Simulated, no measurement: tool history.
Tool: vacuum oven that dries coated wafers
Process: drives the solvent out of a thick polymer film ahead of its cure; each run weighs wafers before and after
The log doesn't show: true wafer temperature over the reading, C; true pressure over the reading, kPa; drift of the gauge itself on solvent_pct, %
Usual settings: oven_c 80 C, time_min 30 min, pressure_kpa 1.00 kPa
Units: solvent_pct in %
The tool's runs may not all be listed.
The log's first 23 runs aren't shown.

run     day  oven_c  time_min  pressure_kpa  hours of work since the thermocouples were calibrated  hours of work since the vacuum gauge was cleaned of residue  solvent_pct
 24  59.558      88        16          0.74                                                    239                                                         1207         2.33
 25  62.958      88        30          2.12                                                    299                                                         1267         1.69
 26  65.712      88        30          2.12                                                    348                                                         1316         1.68
 27  68.942      85        16          0.68                                                    404                                                         1372         2.95
 28  71.333      85        16          0.68                                                    447                                                         1414         2.96
 29  74.579      65        30          1.00                                                    504                                                         1472         5.90
 30  76.171      91        32          2.26                                                    532                                                         1500         1.51
 31  79.492      85        34          0.50                                                    590                                                         1558         0.87

Forecast run 32:
 32  81.492      85        34          0.50                                                    625                                                         1593            ?

solvent_pct: 0.91 %
Without the tool's hidden state the same run would have given solvent_pct 0.65 %.

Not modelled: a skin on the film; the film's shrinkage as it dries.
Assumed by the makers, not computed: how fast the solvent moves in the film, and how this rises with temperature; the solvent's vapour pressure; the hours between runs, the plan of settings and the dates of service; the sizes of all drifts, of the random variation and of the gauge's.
